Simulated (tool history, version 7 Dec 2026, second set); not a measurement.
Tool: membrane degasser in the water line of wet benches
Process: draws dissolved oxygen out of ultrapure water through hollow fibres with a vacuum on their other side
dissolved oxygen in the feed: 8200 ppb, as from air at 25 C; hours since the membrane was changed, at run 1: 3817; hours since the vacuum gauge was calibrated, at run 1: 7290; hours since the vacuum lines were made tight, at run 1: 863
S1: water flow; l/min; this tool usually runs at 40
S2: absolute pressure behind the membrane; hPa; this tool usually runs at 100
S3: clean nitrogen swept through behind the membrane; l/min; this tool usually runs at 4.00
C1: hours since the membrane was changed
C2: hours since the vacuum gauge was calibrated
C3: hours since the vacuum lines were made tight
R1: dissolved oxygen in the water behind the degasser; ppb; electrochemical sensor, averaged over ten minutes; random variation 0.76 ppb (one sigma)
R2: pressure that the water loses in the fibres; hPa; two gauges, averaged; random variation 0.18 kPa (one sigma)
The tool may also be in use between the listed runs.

run     day  S1   S2    S3    C1    C2    C3     R1     R2
  1   0.000  40  100  4.00  3817  7290   863  171.8  354.9
  2   4.217  40  100  4.00  3918  7392   964  174.6  356.6
  3   9.550  40  100  4.00  4047  7520  1092  173.2  356.3
  4  13.358  40  100  4.00  4138  7611  1184  172.5  351.8
  5  16.075  40  100  3.38  4203  7676  1249  200.2  355.8
  6  21.579  40  100  3.38  4335  7808  1381  200.4  356.7
  7  25.721  24  100  4.00  4435  7908  1480  102.6  214.7
  8  28.458  40  124  4.00  4500  7973  1546  228.0  353.7
  9  32.504  40  124  4.00  4597  8070  1643  226.4  353.3
 10  37.117  40  100  4.00  4708  8181  1754  174.0  359.9
 11  42.775  40  100  4.00  4844  8317  1890  174.0  357.0
     43.775  -- vacuum gauge calibrated
 12  45.396  24  209  5.70  4906    39  1952  185.2  215.3
 13  50.600  62  209  4.04  5031   164  2077  632.9  552.8
 14  55.821  62  209  4.04  5156   289  2202  630.9  556.3
 15  59.350  62  209  4.04  5241   374  2287  633.9  554.9
     62.183  -- vacuum gauge calibrated, once more
 16  64.667  41   99  4.00  5368    60  2414  171.4  365.4
 17  69.504  39  240  4.00  5484   176  2530  468.3  348.9
 18  73.738  39   60  4.00  5586   277  2632   74.4  349.9
 19  78.858  39   60  4.00  5709   400  2755   74.1  351.5
 20  82.592  25  178  3.25  5798   490  2844  266.9  229.0
 21  85.479  41  112  1.95  5868   559  2913  369.3  370.0

Some steps in R1, run to run, broken into two amounts with sign: the step expected even without the hidden condition (settings, incoming material, random variation), and the rest, left for the hidden condition together with whatever gauge scatter is not in both the measured and the hidden-condition-free result:
Hidden state present: membrane still open, %; true pressure behind the membrane over the reading, kPa; air that leaks in behind the membrane, l/min; drift of the gauge itself on oxygen_ppb, %; drift of the gauge itself on loss_of_pressure_kpa, %.
Run 12 -> 13: S1 24 -> 62, S3 5.70 -> 4.04. R1 +447.7 ppb: hidden state +14.4, all else +433.3.
Run 15 -> 16: S1 62 -> 41, S2 209 -> 99, S3 4.04 -> 4.00, vacuum gauge calibrated, once more. R1 -462.5 ppb: hidden state -18.1, all else -444.4.
